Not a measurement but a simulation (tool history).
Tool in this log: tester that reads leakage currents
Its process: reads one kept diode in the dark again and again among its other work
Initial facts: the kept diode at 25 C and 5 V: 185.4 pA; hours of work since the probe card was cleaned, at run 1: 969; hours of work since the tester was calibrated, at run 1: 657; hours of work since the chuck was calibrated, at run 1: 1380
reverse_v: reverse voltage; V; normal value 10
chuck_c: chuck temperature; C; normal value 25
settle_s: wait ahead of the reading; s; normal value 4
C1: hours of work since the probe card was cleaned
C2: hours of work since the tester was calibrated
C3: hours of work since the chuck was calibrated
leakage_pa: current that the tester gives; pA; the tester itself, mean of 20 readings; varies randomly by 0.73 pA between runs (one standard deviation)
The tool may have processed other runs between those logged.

{"run": 1, "hour": 0.0, "reverse_v": 10, "chuck_c": 25, "settle_s": 4, "C1": 969, "C2": 657, "C3": 1380, "leakage_pa": 281.85}
{"run": 2, "hour": 39.0, "reverse_v": 10, "chuck_c": 25, "settle_s": 4, "C1": 992, "C2": 680, "C3": 1403, "leakage_pa": 284.66}
{"run": 3, "hour": 72.4, "reverse_v": 10, "chuck_c": 25, "settle_s": 4, "C1": 1012, "C2": 700, "C3": 1423, "leakage_pa": 285.15}
{"run": 4, "hour": 99.6, "reverse_v": 10, "chuck_c": 25, "settle_s": 4, "C1": 1028, "C2": 716, "C3": 1440, "leakage_pa": 285.24}
{"hour": 107.5, "done": "chuck's temperature calibrated"}
{"run": 5, "hour": 126.4, "reverse_v": 1.4, "chuck_c": 25, "settle_s": 4, "C1": 1043, "C2": 731, "C3": 11, "leakage_pa": 113.58}
{"run": 6, "hour": 145.9, "reverse_v": 1.4, "chuck_c": 25, "settle_s": 4, "C1": 1054, "C2": 743, "C3": 23, "leakage_pa": 113.74}
{"run": 7, "hour": 186.9, "reverse_v": 1.4, "chuck_c": 25, "settle_s": 4, "C1": 1079, "C2": 767, "C3": 47, "leakage_pa": 114.7}
{"run": 8, "hour": 224.6, "reverse_v": 10, "chuck_c": 25, "settle_s": 4, "C1": 1101, "C2": 790, "C3": 70, "leakage_pa": 260.3}
{"run": 9, "hour": 263.5, "reverse_v": 10, "chuck_c": 25, "settle_s": 4, "C1": 1124, "C2": 813, "C3": 93, "leakage_pa": 261.25}
{"run": 10, "hour": 293.9, "reverse_v": 10, "chuck_c": 25, "settle_s": 1.75, "C1": 1142, "C2": 831, "C3": 111, "leakage_pa": 263.01}
{"run": 11, "hour": 321.3, "reverse_v": 10, "chuck_c": 25, "settle_s": 4, "C1": 1159, "C2": 847, "C3": 127, "leakage_pa": 262}
{"run": 12, "hour": 346.4, "reverse_v": 10, "chuck_c": 25, "settle_s": 4, "C1": 1174, "C2": 862, "C3": 142, "leakage_pa": 262.87}
{"run": 13, "hour": 381.4, "reverse_v": 10, "chuck_c": 25, "settle_s": 4, "C1": 1195, "C2": 883, "C3": 163, "leakage_pa": 263.59}
{"run": 14, "hour": 410.0, "reverse_v": 10, "chuck_c": 25, "settle_s": 4, "C1": 1212, "C2": 900, "C3": 180, "leakage_pa": 264.78}
{"run": 15, "hour": 440.3, "reverse_v": 4.7, "chuck_c": 25, "settle_s": 4, "C1": 1230, "C2": 918, "C3": 198, "leakage_pa": 191.15}
{"run": 16, "hour": 474.0, "reverse_v": 4.7, "chuck_c": 25, "settle_s": 4, "C1": 1250, "C2": 938, "C3": 218, "leakage_pa": 190.69}
{"run": 17, "hour": 509.2, "reverse_v": 10, "chuck_c": 25, "settle_s": 4, "C1": 1271, "C2": 959, "C3": 239, "leakage_pa": 266.74}
{"run": 18, "hour": 526.4, "reverse_v": 9, "chuck_c": 25, "settle_s": 4, "C1": 1281, "C2": 970, "C3": 250, "leakage_pa": 255.4}
{"run": 19, "hour": 559.4, "reverse_v": 9, "chuck_c": 25, "settle_s": 4, "C1": 1301, "C2": 989, "C3": 269, "leakage_pa": 255.84}
{"run": 20, "hour": 593.7, "reverse_v": 2.4, "chuck_c": 25, "settle_s": 1.11, "C1": 1321, "C2": 1010, "C3": 290, "leakage_pa": 146.3}
{"run": 21, "hour": 626.2, "reverse_v": 8.3, "chuck_c": 22, "settle_s": 0.42, "C1": 1341, "C2": 1029, "C3": 309, "leakage_pa": 196.85}
{"run": 22, "hour": 643.6, "reverse_v": 8.3, "chuck_c": 22, "settle_s": 0.42, "C1": 1351, "C2": 1039, "C3": 320, "leakage_pa": 196.6}
{"run": 23, "hour": 679.7, "reverse_v": 8.3, "chuck_c": 22, "settle_s": 0.42, "C1": 1372, "C2": 1061, "C3": 341, "leakage_pa": 196.69}
{"run": 24, "hour": 699.9, "reverse_v": 8.4, "chuck_c": 25, "settle_s": 4.87, "C1": 1384, "C2": 1073, "C3": 353, "leakage_pa": 251.67}
{"run": 25, "hour": 726.9, "reverse_v": 8.4, "chuck_c": 25, "settle_s": 4.87, "C1": 1401, "C2": 1089, "C3": 369, "leakage_pa": 250}

Forecast run 26:
{"run": 26, "hour": 747.2, "reverse_v": 3, "chuck_c": 33, "settle_s": 3.73, "C1": 1413, "C2": 1101, "C3": 381, "leakage_pa": "?"}

{"run 26": {"leakage_pa": 322.16}}
With the hidden condition absent and the run-to-run variation left alone, this run would have shown leakage_pa 310.69 pA.
